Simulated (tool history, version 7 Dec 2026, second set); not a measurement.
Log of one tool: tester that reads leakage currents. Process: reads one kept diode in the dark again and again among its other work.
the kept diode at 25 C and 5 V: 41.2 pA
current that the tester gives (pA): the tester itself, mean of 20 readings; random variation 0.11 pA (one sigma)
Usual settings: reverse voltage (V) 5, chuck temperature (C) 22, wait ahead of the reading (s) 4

run	hour	reverse voltage (V)	chuck temperature (C)	wait ahead of the reading (s)	current that the tester gives (pA)
1	0	5	22	4	26.66
2	68.6	5	22	0.55	29.14
3	99.9	5	22	0.55	29.29
4	134.2	5	22	0.55	29.18
5	169.3	14.23	22	4	46.41
# hour 181.2: chuck's temperature calibrated
6	230.2	5	22	4	33.59
7	265.7	5	22	4	33.4
8	326.5	5	22	4	33.44
9	402.1	5	44	4	233.23
10	477.2	5	22	0.57	35.43
11	548.6	5	22	0.57	35.73
12	588.9	17.05	22	4	63.73
13	636.6	17.05	22	4	63.66
14	704.3	17.05	22	4	63.74
# hour 740.8: probe card cleaned and baked
15	753.9	17.05	22	4	53.47
16	808.4	5	33	4	84.46
17	875.9	5	33	4	83.89
18	921.7	5	22	4	29.61
19	995.8	5	22	4	29.52
20	1069.8	5	22	4	29.3
21	1139.5	5	26	2.03	43.18
22	1187.1	4.44	47	1.96	267.41
23	1222.7	17.67	41	0.66	309.25
24	1280.7	17.67	41	0.66	307.62
# hour 1288.7: tester calibrated
25	1337.2	17.67	41	0.66	305.22
26	1393.6	17.67	55	0.66	964.45
27	1467.3	1.25	29	5.69	28.86
28	1530.3	5.3	48	0.62	307.1
29	1570.2	5.3	21	1.39	27.65
30	1641.2	5.3	21	1.39	27.63

The next listed run, before its measurement:
31	1678.2	5.3	21	1.39	?

current that the tester gives (pA): 27.55
Without the tool's hidden state the same run would have given current that the tester gives (pA) 29.81.
